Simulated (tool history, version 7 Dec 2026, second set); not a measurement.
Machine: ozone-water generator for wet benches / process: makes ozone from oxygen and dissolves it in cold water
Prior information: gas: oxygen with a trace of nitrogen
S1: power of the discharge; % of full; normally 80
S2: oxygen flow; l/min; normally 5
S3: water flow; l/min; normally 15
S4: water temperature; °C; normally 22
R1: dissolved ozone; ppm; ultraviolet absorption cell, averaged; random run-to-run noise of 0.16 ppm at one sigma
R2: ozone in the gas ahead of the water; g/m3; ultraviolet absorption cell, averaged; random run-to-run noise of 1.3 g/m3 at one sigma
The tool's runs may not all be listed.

run	hour	S1	S2	S3	S4	R1	R2
1	0	80	5	15	22	20.1	232.3
2	59.7	80	5	15	22	20.4	230.1
3	146.3	80	5	15	22	20.2	231.6
4	188.9	80	5	15	22	19.9	232
5	244.7	80	5	15	22	19.8	233.8
6	304.3	80	5	15	22	19.9	230.2
7	354.1	80	5	15	22	19.6	231.1
8	432.5	80	5	15	22	19.9	233.5
9	472.4	80	5	15	22	19.9	233
10	534.4	80	5	15	22	19.9	231.3
11	587.6	80	5	15	22	19.8	231.1
12	675.3	80	5	15	22	19.8	228.9
# hour 683.9: contactor cleaned
13	748.1	80	6.66	10	22	24.5	201.8
14	818.5	80	6.66	10	22	24.7	200.2
15	864.5	80	6.66	14	18	21.6	199.7
16	921.9	80	6.09	14	28	17.7	209.8

Estimate the outcome of run 17 from the log above:
17	987.5	55	7.45	15	22	?	?

{"run 17": {"R1": 14.4, "R2": 146.2}}
With no hidden state in the tool, this same run would have given R1 15.9 ppm, R2 150.7 g/m3.

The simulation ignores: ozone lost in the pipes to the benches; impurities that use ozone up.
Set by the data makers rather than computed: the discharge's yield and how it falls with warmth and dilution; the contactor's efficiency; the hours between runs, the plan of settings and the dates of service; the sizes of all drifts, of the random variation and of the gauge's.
